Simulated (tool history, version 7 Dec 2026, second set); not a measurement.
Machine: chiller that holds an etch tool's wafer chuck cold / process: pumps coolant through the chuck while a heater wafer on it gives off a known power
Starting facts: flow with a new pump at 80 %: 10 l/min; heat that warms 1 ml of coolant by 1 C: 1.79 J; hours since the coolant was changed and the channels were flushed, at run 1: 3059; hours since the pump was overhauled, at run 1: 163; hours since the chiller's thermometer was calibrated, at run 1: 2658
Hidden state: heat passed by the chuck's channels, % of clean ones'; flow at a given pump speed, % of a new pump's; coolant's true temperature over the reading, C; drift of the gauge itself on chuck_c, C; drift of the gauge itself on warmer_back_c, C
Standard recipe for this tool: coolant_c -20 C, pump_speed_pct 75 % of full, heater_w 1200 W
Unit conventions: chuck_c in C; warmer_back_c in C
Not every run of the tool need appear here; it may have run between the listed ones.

run	hour	coolant_c	pump_speed_pct	heater_w	hours since the coolant was changed and the channels were flushed	hours since the pump was overhauled	hours since the chiller's thermometer was calibrated	chuck_c	warmer_back_c
1	0	-20	75	1200	3059	163	2658	-10	4.29
2	19.5	-20	75	893	3079	182	2678	-12.5	3.13
3	49.8	-20	75	1200	3109	212	2708	-9.7	4.28
4	75.4	-20	75	1200	3134	238	2734	-9.9	4.29
5	99.1	-20	75	1200	3158	262	2757	-9.9	4.28
6	125.2	-10	75	1200	3184	288	2783	0.2	4.27
7	160.1	-10	75	1200	3219	323	2818	0.3	4.26
8	194.8	-10	75	1200	3254	357	2853	0	4.27
9	227.5	-15	75	1200	3287	390	2886	-4.9	4.31
10	248.1	-15	75	1200	3307	411	2906	-5	4.24
11	271.3	-15	75	1200	3330	434	2929	-5	4.32
12	312.1	-20	75	1200	3371	475	2970	-9.8	4.32
13	339.6	-17	75	1200	3399	502	2998	-6.9	4.27
14	361.1	-20	75	1200	3420	524	3019	-9.9	4.31
15	390.4	-20	75	1200	3449	553	3049	-9.9	4.25
16	420.4	-23	75	1200	3480	583	3079	-12.9	4.28
17	448.8	-13	68	1200	3508	611	3107	-2.4	4.79
18	483.6	-13	68	1200	3543	646	3142	-2.1	4.79
19	503	-13	68	1200	3562	666	3161	-2.1	4.73
# hour 506.3: chiller's thermometer calibrated
20	535.6	-13	68	1200	3594	697	29	-2.3	4.76
21	565.1	-25	75	1124	3623	727	59	-15.3	3.99
# hour 590.4: chiller's thermometer calibrated, once more
22	594.7	-16	88	1300	3652	755	4	-6	3.99
23	626.9	-24	96	752	3684	788	37	-18.5	2.14
24	659.2	-14	75	838	3716	820	69	-6.8	3.05
25	686.1	-15	75	975	3743	847	96	-6.8	3.5
26	726.4	-15	80	1153	3784	887	136	-5.6	3.94
27	752.1	-15	80	1153	3809	913	162	-5.7	3.92
28	775.9	-15	80	1153	3833	936	185	-5.6	3.92
29	808.9	-20	95	823	3866	970	219	-13.7	2.37
30	850.1	-20	74	880	3907	1011	260	-12.4	3.23
31	869.2	-20	77	1694	3926	1030	279	-5.9	5.96

Some steps in chuck_c, run to run, broken into two amounts with sign: the step expected even without the hidden condition (settings, incoming material, random variation), and the rest, left for the hidden condition together with whatever gauge scatter is not in both the measured and the hidden-condition-free result:
Run 20 -> 21: coolant_c -13 -> -25, pump_speed_pct 68 -> 75, heater_w 1200 -> 1124. chuck_c -13 C: hidden state -0.1, all else -12.9.
Run 21 -> 22: coolant_c -25 -> -16, pump_speed_pct 75 -> 88, heater_w 1124 -> 1300, chiller's thermometer calibrated, once more. chuck_c +9.3 C: hidden state -0.2, all else +9.5.
Run 22 -> 23: coolant_c -16 -> -24, pump_speed_pct 88 -> 96, heater_w 1300 -> 752. chuck_c -12.5 C: hidden state -0.3, all else -12.2.
Run 23 -> 24: coolant_c -24 -> -14, pump_speed_pct 96 -> 75, heater_w 752 -> 838. chuck_c +11.7 C: hidden state +0.1, all else +11.6.
Run 30 -> 31: pump_speed_pct 74 -> 77, heater_w 880 -> 1694. chuck_c +6.5 C: hidden state +0.5, all else +6.
